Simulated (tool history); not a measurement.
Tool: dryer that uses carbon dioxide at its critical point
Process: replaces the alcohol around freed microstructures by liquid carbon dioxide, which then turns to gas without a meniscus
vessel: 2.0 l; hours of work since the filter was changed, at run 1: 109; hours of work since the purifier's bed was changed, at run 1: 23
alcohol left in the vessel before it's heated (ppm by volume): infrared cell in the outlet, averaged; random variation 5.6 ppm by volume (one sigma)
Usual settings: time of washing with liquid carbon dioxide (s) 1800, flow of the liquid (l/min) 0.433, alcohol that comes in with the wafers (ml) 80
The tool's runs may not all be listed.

run,hour,time of washing with liquid carbon dioxide (s),flow of the liquid (l/min),alcohol that comes in with the wafers (ml),hours of work since the filter was changed,hours of work since the purifier's bed was changed,alcohol left in the vessel before it's heated (ppm by volume)
1,0.0,1800,0.433,80,109,23,181
2,64.4,1800,0.433,80,139,53,198
3,124.8,1800,0.433,80,167,81,202
4,160.8,1800,0.433,80,184,98,210
5,222.6,1800,0.433,80,212,127,216
6,279.8,1800,0.433,80,239,153,238
7,316.8,1800,0.433,80,256,170,233
8,379.4,1800,0.433,80,285,200,230
9,429.7,1500,0.440,80,309,223,514
10,498.1,2580,0.452,43,341,255,40
11,535.4,2580,0.452,43,358,272,46

Forecast run 12:
12,564.0,1620,0.296,34,371,285,?

alcohol left in the vessel before it's heated (ppm by volume): 755
Without the tool's hidden state the same run would have given alcohol left in the vessel before it's heated (ppm by volume) 576.
